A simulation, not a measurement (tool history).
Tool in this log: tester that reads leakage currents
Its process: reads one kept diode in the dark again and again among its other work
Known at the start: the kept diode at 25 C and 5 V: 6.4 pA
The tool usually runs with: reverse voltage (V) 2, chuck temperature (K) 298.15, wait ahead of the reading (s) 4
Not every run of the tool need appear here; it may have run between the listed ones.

run    hour  reverse voltage (V)  chuck temperature (K)  wait ahead of the reading (s)  current that the tester gives (pA)
  1       0                    2                 298.15                              4                                 4.1
  2   176.6                    2                 298.15                              4                                3.97
  3   270.4                    2                 298.15                           3.01                                4.03
  4   431.7                    2                 298.15                           3.61                                3.93
  5   570.6                    2                 298.15                           3.61                                4.03
  6   703.3                    2                 298.15                           3.61                                3.96
  7   894.5                    2                 298.15                              4                                3.92
     1007.1  -- chuck's temperature calibrated
  8  1108.5                    2                 321.15                              4                               24.06
  9  1207.8                    2                 321.15                              4                               24.05
 10  1339.3                    2                 321.15                              4                               24.15
 11  1446.4                  6.1                 311.15                           0.88                                21.9
     1633.4  -- probe card cleaned and baked
 12  1633.4                14.52                 306.15                           2.48                               23.77
 13  1747.1                 6.29                 298.15                           0.34                                 9.8
 14  1844.5                    2                 298.15                           1.34                                4.05
 15  2031.3                    2                 298.15                           2.08                                3.96
 16  2204.2                    2                 298.15                           2.08                                3.97
 17  2304.2                12.14                 309.15                            7.7                               26.45
 18  2472.6                12.14                 309.15                            7.7                               26.64
 19  2562.9                12.14                 309.15                            7.7                               26.82

4 options for the next run, each taken on its own from the tool as it stands now. Forecast them:
  A  2663.6                    2                 299.15                           5.91                                   ?
  B  2663.6                    2                 295.15                              4                                   ?
  C  2663.6                12.14                 309.15                           4.26                                   ?
  D  2663.6                 3.46                 308.15                           5.28                                   ?

run  current that the tester gives (pA)
  A                                4.28
  B                                   3
  C                               26.67
  D                               12.21
Take away the tool's hidden state, keep each run's random variation, and the runs would have read:
run  current that the tester gives (pA)
  A                                4.28
  B                                   3
  C                               26.67
  D                               12.21
